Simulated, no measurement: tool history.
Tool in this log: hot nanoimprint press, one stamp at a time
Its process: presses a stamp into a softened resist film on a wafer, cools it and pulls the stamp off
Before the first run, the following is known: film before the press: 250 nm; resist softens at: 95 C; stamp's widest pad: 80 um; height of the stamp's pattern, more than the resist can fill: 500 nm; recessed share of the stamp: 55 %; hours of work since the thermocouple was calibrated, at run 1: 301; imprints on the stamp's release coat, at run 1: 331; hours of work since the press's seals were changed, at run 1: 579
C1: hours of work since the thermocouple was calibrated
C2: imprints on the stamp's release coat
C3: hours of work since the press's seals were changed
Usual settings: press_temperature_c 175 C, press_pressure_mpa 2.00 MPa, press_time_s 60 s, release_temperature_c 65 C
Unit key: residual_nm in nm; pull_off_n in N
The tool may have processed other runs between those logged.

Run 1, hour 0.0: usual settings; C1 301; C2 331; C3 579. Result: residual_nm 125.8 nm, pull_off_n 136 N.
Run 2, hour 27.3: usual settings; C1 314; C2 410; C3 591. Result: residual_nm 125.7 nm, pull_off_n 137 N.
Run 3, hour 52.4: usual settings; C1 325; C2 483; C3 602. Result: residual_nm 127.4 nm, pull_off_n 140 N.
Run 4, hour 75.8: usual settings; C1 335; C2 551; C3 613. Result: residual_nm 126.7 nm, pull_off_n 142 N.
Run 5, hour 109.8: usual settings but press_time_s 31 s; C1 351; C2 650; C3 628. Result: residual_nm 153.8 nm, pull_off_n 139 N.
Run 6, hour 137.6: usual settings but press_time_s 31 s; C1 363; C2 731; C3 641. Result: residual_nm 153.8 nm, pull_off_n 146 N.
Run 7, hour 169.6: usual settings but press_time_s 90 s; C1 377; C2 824; C3 655. Result: residual_nm 111.8 nm, pull_off_n 146 N.
Run 8, hour 200.6: usual settings but press_time_s 90 s; C1 391; C2 914; C3 669. Result: residual_nm 112.6 nm, pull_off_n 152 N.
Run 9, hour 218.7: usual settings but press_time_s 90 s; C1 399; C2 967; C3 677. Result: residual_nm 112.5 nm, pull_off_n 152 N.
Run 10, hour 235.7: usual settings but press_time_s 90 s; C1 407; C2 1016; C3 685. Result: residual_nm 112.3 nm, pull_off_n 151 N.
At hour 241.2: plate thermocouple calibrated.
Run 11, hour 275.1: usual settings but press_time_s 90 s; C1 15; C2 1122; C3 701. Result: residual_nm 112.6 nm, pull_off_n 157 N.
Run 12, hour 290.1: usual settings but press_time_s 90 s; C1 22; C2 1166; C3 708. Result: residual_nm 114.1 nm, pull_off_n 155 N.
Run 13, hour 322.5: usual settings but press_time_s 90 s; C1 37; C2 1260; C3 722. Result: residual_nm 112.0 nm, pull_off_n 156 N.
Run 14, hour 349.1: usual settings but press_time_s 90 s; C1 48; C2 1337; C3 734. Result: residual_nm 112.0 nm, pull_off_n 158 N.
Run 15, hour 385.5: usual settings but press_time_s 90 s; C1 65; C2 1443; C3 751. Result: residual_nm 112.4 nm, pull_off_n 161 N.
Run 16, hour 403.9: usual settings but press_time_s 90 s; C1 73; C2 1497; C3 759. Result: residual_nm 111.5 nm, pull_off_n 163 N.
At hour 430.4: plate thermocouple calibrated, once more.
Run 17, hour 434.5: usual settings but press_temperature_c 172 C, press_time_s 78 s, release_temperature_c 56 C; C1 2; C2 1577; C3 771. Result: residual_nm 127.5 nm, pull_off_n 200 N.
Run 18, hour 462.7: usual settings but press_temperature_c 172 C, press_time_s 78 s, release_temperature_c 56 C; C1 15; C2 1659; C3 784. Result: residual_nm 125.9 nm, pull_off_n 205 N.
Run 19, hour 484.3: usual settings but press_temperature_c 172 C, press_time_s 78 s, release_temperature_c 56 C; C1 24; C2 1721; C3 794. Result: residual_nm 124.5 nm, pull_off_n 201 N.
At hour 496.5: stamp cleaned and given a new release coat.
Run 20, hour 523.2: usual settings but press_temperature_c 186 C, press_pressure_mpa 2.36 MPa, press_time_s 78 s, release_temperature_c 61 C; C1 39; C2 77; C3 809. Result: residual_nm 76.9 nm, pull_off_n 136 N.
Run 21, hour 547.3: usual settings but press_pressure_mpa 2.89 MPa, press_time_s 50 s, release_temperature_c 67 C; C1 50; C2 147; C3 819. Result: residual_nm 111.7 nm, pull_off_n 123 N.
Run 22, hour 563.2: usual settings but press_pressure_mpa 2.70 MPa, press_time_s 45 s, release_temperature_c 67 C; C1 57; C2 193; C3 826. Result: residual_nm 118.5 nm, pull_off_n 122 N.
Run 23, hour 588.6: usual settings but press_temperature_c 172 C, release_temperature_c 59 C; C1 68; C2 267; C3 838. Result: residual_nm 135.7 nm, pull_off_n 162 N.
Run 24, hour 619.3: usual settings but press_temperature_c 164 C, press_pressure_mpa 1.37 MPa, press_time_s 96 s, release_temperature_c 62 C; C1 82; C2 357; C3 852. Result: residual_nm 176.9 nm, pull_off_n 151 N.
Run 25, hour 648.1: usual settings but press_temperature_c 181 C, release_temperature_c 54 C; C1 95; C2 441; C3 865. Result: residual_nm 106.8 nm, pull_off_n 182 N.
Run 26, hour 667.9: usual settings but press_temperature_c 181 C, press_pressure_mpa 1.21 MPa, release_temperature_c 58 C; C1 104; C2 498; C3 874. Result: residual_nm 136.4 nm, pull_off_n 171 N.
Run 27, hour 688.4: usual settings but press_temperature_c 181 C, press_pressure_mpa 1.21 MPa, release_temperature_c 58 C; C1 113; C2 558; C3 883. Result: residual_nm 138.4 nm, pull_off_n 166 N.
At hour 725.3: press's hydraulic seals changed and the load cell set to zero.
Run 28, hour 728.9: usual settings but press_temperature_c 181 C, press_pressure_mpa 1.21 MPa, release_temperature_c 58 C; C1 128; C2 652; C3 2. Result: residual_nm 135.5 nm, pull_off_n 168 N.
Run 29, hour 746.7: usual settings but press_temperature_c 181 C, press_pressure_mpa 1.21 MPa, release_temperature_c 58 C; C1 136; C2 704; C3 10. Result: residual_nm 134.4 nm, pull_off_n 171 N.

Below are 4 alternative next runs, each starting from the tool's condition after run 29. Predict each:
Run A, hour 777.9: usual settings but press_temperature_c 182 C, press_time_s 51 s, release_temperature_c 52 C; C1 150; C2 794; C3 24. Result: residual_nm ?, pull_off_n ?.
Run B, hour 777.9: usual settings but press_pressure_mpa 1.22 MPa; C1 150; C2 794; C3 24. Result: residual_nm ?, pull_off_n ?.
Run C, hour 777.9: usual settings but press_temperature_c 181 C, press_pressure_mpa 1.21 MPa; C1 150; C2 794; C3 24. Result: residual_nm ?, pull_off_n ?.
Run D, hour 777.9: usual settings but press_temperature_c 167 C, press_pressure_mpa 1.21 MPa, press_time_s 64 s; C1 150; C2 794; C3 24. Result: residual_nm ?, pull_off_n ?.

run  residual_nm  pull_off_n
  A        105.8         203
  B        154.6         138
  C        134.7         144
  D        184.7         144
What these runs would have given with no unlogged condition in the tool:
run  residual_nm  pull_off_n
  A        104.9         180
  B        153.6         122
  C        133.8         128
  D        183.7         127
